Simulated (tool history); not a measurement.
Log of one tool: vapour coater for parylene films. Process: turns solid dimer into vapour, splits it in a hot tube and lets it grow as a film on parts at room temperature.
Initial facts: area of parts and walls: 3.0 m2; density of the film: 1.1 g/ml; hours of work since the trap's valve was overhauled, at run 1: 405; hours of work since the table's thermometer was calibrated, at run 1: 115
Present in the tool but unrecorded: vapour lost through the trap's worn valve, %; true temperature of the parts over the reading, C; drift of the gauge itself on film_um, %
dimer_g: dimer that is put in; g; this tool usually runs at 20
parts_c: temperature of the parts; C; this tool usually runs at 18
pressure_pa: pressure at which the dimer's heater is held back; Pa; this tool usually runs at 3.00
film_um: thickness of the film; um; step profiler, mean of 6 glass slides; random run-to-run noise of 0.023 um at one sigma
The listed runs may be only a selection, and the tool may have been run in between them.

run	hour	dimer_g	parts_c	pressure_pa	hours of work since the trap's valve was overhauled	hours of work since the table's thermometer was calibrated	film_um
1	0.0	20	18	3.00	405	115	3.88
2	10.2	20	18	3.00	414	124	3.87
3	19.5	14	18	3.00	422	132	2.73
4	29.8	14	18	3.00	431	141	2.68
5	38.7	20	18	4.36	439	148	3.61
6	45.7	20	18	4.36	445	154	3.60
7	53.5	20	18	4.36	452	161	3.61
8	64.2	20	18	4.36	461	171	3.60
9	76.9	20	18	4.36	472	182	3.58
10	86.7	26	18	3.00	481	190	4.97
11	102.2	26	18	3.00	494	204	5.01
12	111.7	26	18	3.00	502	212	4.96
13	126.0	20	14	3.00	515	224	4.61
14	141.2	20	18	3.00	528	238	3.80
15	150.1	20	18	3.00	536	245	3.83
16	161.9	20	18	3.00	546	256	3.79
17	172.6	20	18	3.00	555	265	3.85
18	183.5	20	18	3.00	565	274	3.81
19	195.1	20	18	3.00	575	284	3.84
20	207.4	20	11	3.00	586	295	5.14
21	214.9	20	18	7.06	592	302	3.19
22	226.4	20	18	7.06	602	312	3.23
23	233.3	20	18	7.06	608	318	3.23
24	243.6	20	18	7.06	617	327	3.19
# hour 250.0: trap's valve overhauled
25	257.8	15	27	7.06	7	335	1.74
# hour 259.5: table's thermometer calibrated
26	273.9	15	27	7.06	20	13	1.73
# hour 285.4: table's thermometer calibrated, once more
27	288.5	18	27	2.84	32	3	2.48
28	301.9	20	11	8.14	43	14	4.49
29	308.9	32	24	2.81	49	20	5.05
30	318.9	32	28	2.81	58	29	4.21
31	327.1	32	28	2.81	65	36	4.27
32	336.6	32	28	2.81	74	45	4.22
33	346.6	21	27	4.76	82	53	2.66
34	359.8	21	12	5.28	94	65	4.85
35	374.3	21	12	5.28	106	77	4.85
36	385.6	28	12	10.28	116	87	5.62
37	400.0	24	12	10.08	129	100	4.84
38	410.2	24	12	10.08	138	109	4.83
39	418.3	21	11	5.33	145	116	5.00
40	433.6	19	27	4.90	158	129	2.37
41	441.5	22	18	5.40	165	136	3.89
42	453.0	22	18	5.40	175	146	3.89
43	467.5	17	16	5.66	187	158	3.21
44	478.1	17	16	5.66	197	168	3.21
45	493.7	20	18	3.69	210	181	3.77
46	505.0	35	13	10.50	220	191	6.60

Describe how what the log doesn't record of the tool's condition differs between the last listed run preceding each entry between runs and the first listed run following it.
Run 24 -> run 25: trap's valve overhauled (hour 250.0)
  vapour lost through the trap's worn valve, %: 6 -> 0.5; true temperature of the parts over the reading, C: 0.14 -> 0.15
  measured minus no-state result, film_um: -0.22 -> -0.02 um
Run 25 -> run 26: table's thermometer calibrated (hour 259.5)
  vapour lost through the trap's worn valve, %: 0.5 -> 0.6; true temperature of the parts over the reading, C: 0.15 -> 0.21
  measured minus no-state result, film_um: -0.02 -> -0.02 um
Run 26 -> run 27: table's thermometer calibrated, once more (hour 285.4)
  vapour lost through the trap's worn valve, %: 0.6 -> 0.7; true temperature of the parts over the reading, C: 0.21 -> 0.08
  measured minus no-state result, film_um: -0.02 -> -0.02 um

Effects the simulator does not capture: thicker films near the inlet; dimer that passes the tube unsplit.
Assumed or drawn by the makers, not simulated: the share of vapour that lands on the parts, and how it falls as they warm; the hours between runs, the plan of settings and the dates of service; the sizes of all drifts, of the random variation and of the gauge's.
